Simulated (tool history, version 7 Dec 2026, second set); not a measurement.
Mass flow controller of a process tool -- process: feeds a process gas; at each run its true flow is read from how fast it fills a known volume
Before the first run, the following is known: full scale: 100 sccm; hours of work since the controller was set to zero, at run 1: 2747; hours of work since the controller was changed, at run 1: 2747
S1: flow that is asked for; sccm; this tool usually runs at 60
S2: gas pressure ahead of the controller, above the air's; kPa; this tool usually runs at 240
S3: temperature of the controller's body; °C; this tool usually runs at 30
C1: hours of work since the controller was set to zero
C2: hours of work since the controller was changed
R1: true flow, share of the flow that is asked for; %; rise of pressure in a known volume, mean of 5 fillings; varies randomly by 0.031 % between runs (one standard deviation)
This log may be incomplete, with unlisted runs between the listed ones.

run    hour  S1   S2  S3    C1    C2      R1
  1       0  60  240  30  2747  2747   99.44
  2    68.9  60  240  30  2783  2783   99.45
  3   179.6  60  240  30  2840  2840   99.42
  4   245.8  60  240  30  2874  2874   99.47
  5   349.4  60  240  25  2928  2928   98.93
  6   479.4  60  240  30  2995  2995   99.45
  7   547.6  60  240  30  3031  3031   99.47
  8   629.1  60  240  30  3073  3073   99.39
  9   731.1  60  240  30  3126  3126   99.39
 10   812.7  60  240  30  3168  3168   99.43
 11   954.5  60  240  30  3242  3242   99.43
 12  1038.8  60  240  30  3286  3286   99.43
 13  1116.2  88  240  30  3326  3326   100.3
 14  1187.1  88  240  30  3362  3362  100.31
 15  1312.6  88  240  30  3427  3427  100.31
 16  1415.8  60  240  30  3481  3481   99.33
 17  1530.1  60  240  30  3540  3540   99.39
 18  1674.3  60  240  21  3615  3615   98.49
 19  1758.1  60  240  21  3659  3659   98.51
 20  1837.3  60  240  21  3700  3700   98.48
 21  1985.2  60  240  21  3776  3776   98.48
 22  2120.9  60  240  21  3847  3847   98.45
 23  2267.3  60  240  21  3923  3923   98.48
 24  2345.6  60  240  30  3963  3963   99.33
 25  2488.7  18  240  36  4037  4037   96.99
 26  2619.3  25  261  26  4105  4105   96.99
 27  2693.7  18  174  26  4144  4144   95.83
 28  2819.4  18  271  31  4209  4209   96.47
 29  2890.8  60  240  21  4246  4246   98.44
     2902.9  -- controller's zero set anew
 30  3008.6  60  236  21    55  4307   97.83
 31  3116.5  60  177  36   111  4363   99.17
     3215.2  -- controller's zero set anew, once more
 32  3247.2  60  177  36    17  4430  100.62
 33  3369.2  60  240  30    80  4493  100.12
 34    3446  60  240  30   120  4533  100.13
 35    3526  48  217  23   161  4575   99.09
 36  3593.2  97  217  21   196  4610  100.09
 37    3662  60  141  33   232  4645  100.21
 38  3777.7  60  141  33   292  4705  100.21
 39  3894.4  62  158  26   352  4766    99.7
 40  4021.5  54  240  26   418  4832   99.54
 41    4126  37  258  30   472  4886   99.45
 42    4205  71  258  30   513  4927  100.43
 43  4322.8  59  187  30   574  4988   99.97
 44  4439.7  15  157  31   635  5049   98.55
 45  4563.4  15  157  31   699  5113   98.52
 46    4689  10  188  29   764  5178   97.81
 47  4795.3  40  184  24   819  5233   98.82
 48  4883.2  78  261  25   865  5279   100.1

Below are 3 alternative next runs, each starting from the tool's condition after run 48. Predict each:
  A  4978.2  41  269  35  914  5328   ?
  B  4978.2  78  186  35  914  5328   ?
  C  4978.2  78  275  21  914  5328   ?

run      R1
  A  100.06
  B  100.97
  C    99.7
With the hidden condition removed and each run's random variation left untouched, the same runs would have given:
run      R1
  A   99.65
  B  100.42
  C   99.15

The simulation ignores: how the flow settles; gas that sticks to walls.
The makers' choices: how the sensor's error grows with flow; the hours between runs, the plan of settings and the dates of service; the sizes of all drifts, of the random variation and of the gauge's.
